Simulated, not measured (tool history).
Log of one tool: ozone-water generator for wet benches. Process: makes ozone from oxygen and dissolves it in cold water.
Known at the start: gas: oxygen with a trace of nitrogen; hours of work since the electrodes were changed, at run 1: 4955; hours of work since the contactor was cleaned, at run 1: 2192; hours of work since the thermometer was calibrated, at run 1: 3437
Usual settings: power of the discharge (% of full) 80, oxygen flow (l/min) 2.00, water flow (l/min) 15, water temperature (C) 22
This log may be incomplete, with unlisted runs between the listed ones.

run	hour	power of the discharge (% of full)	oxygen flow (l/min)	water flow (l/min)	water temperature (C)	hours of work since the electrodes were changed	hours of work since the contactor was cleaned	hours of work since the thermometer was calibrated	dissolved ozone (ppm)	ozone in the gas ahead of the water (g/m3)
1	0.0	80	2.00	15	22	4955	2192	3437	12.2	182.4
2	160.9	80	2.00	15	22	5105	2342	3587	12.0	182.6
3	251.3	80	2.00	15	22	5189	2426	3671	12.2	181.9
4	357.4	80	2.00	15	17	5289	2525	3770	12.6	182.0
5	506.0	80	2.00	15	17	5427	2664	3909	12.5	181.6
6	630.2	80	2.00	15	17	5543	2780	4025	12.5	180.9
7	786.6	80	2.00	14	17	5689	2926	4171	13.4	180.9
8	875.9	80	2.00	14	17	5773	3009	4255	13.4	181.1
9	1062.0	80	2.00	10	14	5946	3183	4428	18.9	180.1
10	1155.7	80	2.00	10	14	6034	3271	4516	18.7	180.0
11	1342.9	80	2.00	10	14	6209	3446	4691	18.6	180.2

Alternative continuations, all from the tool just after run 11; predict every row:
# hour 1463.9: water thermometer calibrated
A	1499.1	80	2.00	11	22	6354	3591	33	?	?
# hour 1463.9: water thermometer calibrated
B	1499.1	86	2.63	15	22	6354	3591	33	?	?
# hour 1463.9: water thermometer calibrated
C	1499.1	41	2.00	15	20	6354	3591	33	?	?

run	dissolved ozone (ppm)	ozone in the gas ahead of the water (g/m3)
A	15.7	178.4
B	13.3	170.6
C	7.9	115.6
Take away the tool's hidden state, keep each run's random variation, and the runs would have read:
run	dissolved ozone (ppm)	ozone in the gas ahead of the water (g/m3)
A	17.8	197.7
B	15.3	189.9
C	8.6	122.5
